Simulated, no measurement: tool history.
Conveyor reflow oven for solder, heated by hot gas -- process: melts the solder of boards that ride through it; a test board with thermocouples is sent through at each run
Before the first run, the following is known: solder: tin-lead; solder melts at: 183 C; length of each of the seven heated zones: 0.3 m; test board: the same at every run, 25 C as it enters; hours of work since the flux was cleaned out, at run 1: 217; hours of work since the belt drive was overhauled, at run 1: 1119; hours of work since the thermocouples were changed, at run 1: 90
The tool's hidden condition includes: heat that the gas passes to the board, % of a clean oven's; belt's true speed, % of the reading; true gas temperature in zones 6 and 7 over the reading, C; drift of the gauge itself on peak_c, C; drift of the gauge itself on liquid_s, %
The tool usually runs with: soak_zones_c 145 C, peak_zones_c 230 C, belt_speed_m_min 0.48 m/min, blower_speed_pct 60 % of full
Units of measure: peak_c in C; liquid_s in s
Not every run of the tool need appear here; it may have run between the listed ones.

run	hour	soak_zones_c	peak_zones_c	belt_speed_m_min	blower_speed_pct	hours of work since the flux was cleaned out	hours of work since the belt drive was overhauled	hours of work since the thermocouples were changed	peak_c	liquid_s
1	0	145	230	0.48	60	217	1119	90	210.9	54.4
2	61.7	145	230	0.48	60	264	1166	137	210.8	53
3	106.7	145	230	0.48	60	298	1200	172	210.3	53.3
# hour 127.4: belt drive overhauled, speed set with a stopwatch
# hour 136.3: flux residue cleaned out of gas plates and filters
4	154.4	145	230	0.48	60	14	17	201	208.8	49.2
5	215.8	145	230	0.48	60	60	63	248	208.5	49
6	264.9	145	228	0.48	60	98	101	285	206.5	47.6
7	331.7	145	228	0.48	60	149	151	336	206.3	46.9
8	400.7	145	228	0.48	60	201	204	388	206	46.4
9	435.1	145	228	0.48	60	227	230	414	205.7	46.3
10	486.2	145	230	0.525	60	266	269	453	203.4	39.5
# hour 497.3: flux residue cleaned out of gas plates and filters, once more
11	553	145	221	0.48	60	42	316	500	204.7	46.5
12	616.5	145	230	0.48	60	91	364	549	211.7	53.2
13	663.3	145	230	0.48	60	126	400	584	211.3	53.2
14	712.2	145	225	0.48	60	163	437	621	207	48.7
15	772.4	145	225	0.48	60	209	483	667	207	48.5
16	809.3	139	230	0.504	60	237	511	695	207.1	44
17	855.8	151	230	0.399	60	273	546	730	217.5	75.2
# hour 891.5: thermocouples of zones 6 and 7 changed
# hour 919.3: flux residue cleaned out of gas plates and filters
18	926.5	150	239	0.432	53	5	595	23	221.2	71.3
19	979.9	143	230	0.414	60	46	635	63	214.8	66.8
20	1031.5	143	230	0.482	78	85	674	103	215.1	56.5
21	1061.9	155	230	0.482	78	108	697	126	217	64.1
22	1096.5	155	230	0.482	78	135	724	152	217	63.7
23	1125	141	230	0.48	76	156	745	174	214.1	55.3
24	1181.5	148	223	0.469	60	199	788	217	206.2	51.2
25	1218.1	149	231	0.437	68	227	816	244	216.9	67
26	1256	149	231	0.437	68	256	845	273	217.2	67
27	1295.6	149	231	0.519	84	286	875	303	214.7	54.8
28	1328.2	149	231	0.519	84	311	900	328	214.4	54.9
# hour 1338: flux residue cleaned out of gas plates and filters
29	1365.8	149	231	0.519	84	21	925	353	217	56.7
30	1410.5	149	231	0.519	84	55	959	387	216.9	56.7

Below, some changes in peak_c between adjacent runs. For each, the amount present without the hidden state too (settings, incoming material, random variation) and the amount remaining for the hidden state with gauge scatter not shared by both compared results:
Run 3 -> 4: belt drive overhauled, speed set with a stopwatch, flux residue cleaned out of gas plates and filters. peak_c -1.5 C: hidden state -1.7, all else +0.2.
Run 10 -> 11: peak_zones_c 230 -> 221, belt_speed_m_min 0.525 -> 0.48, flux residue cleaned out of gas plates and filters, once more. peak_c +1.3 C: hidden state +5.3, all else -4.
Run 16 -> 17: soak_zones_c 139 -> 151, belt_speed_m_min 0.504 -> 0.399. peak_c +10.4 C: hidden state +0.4, all else +10.
Run 23 -> 24: soak_zones_c 141 -> 148, peak_zones_c 230 -> 223, belt_speed_m_min 0.48 -> 0.469, blower_speed_pct 76 -> 60. peak_c -7.9 C: hidden state +0, all else -7.9.
Run 24 -> 25: soak_zones_c 148 -> 149, peak_zones_c 223 -> 231, belt_speed_m_min 0.469 -> 0.437, blower_speed_pct 60 -> 68. peak_c +10.7 C: hidden state -0.1, all else +10.8.
Run 28 -> 29: flux residue cleaned out of gas plates and filters. peak_c +2.6 C: hidden state +2.6, all else +0.
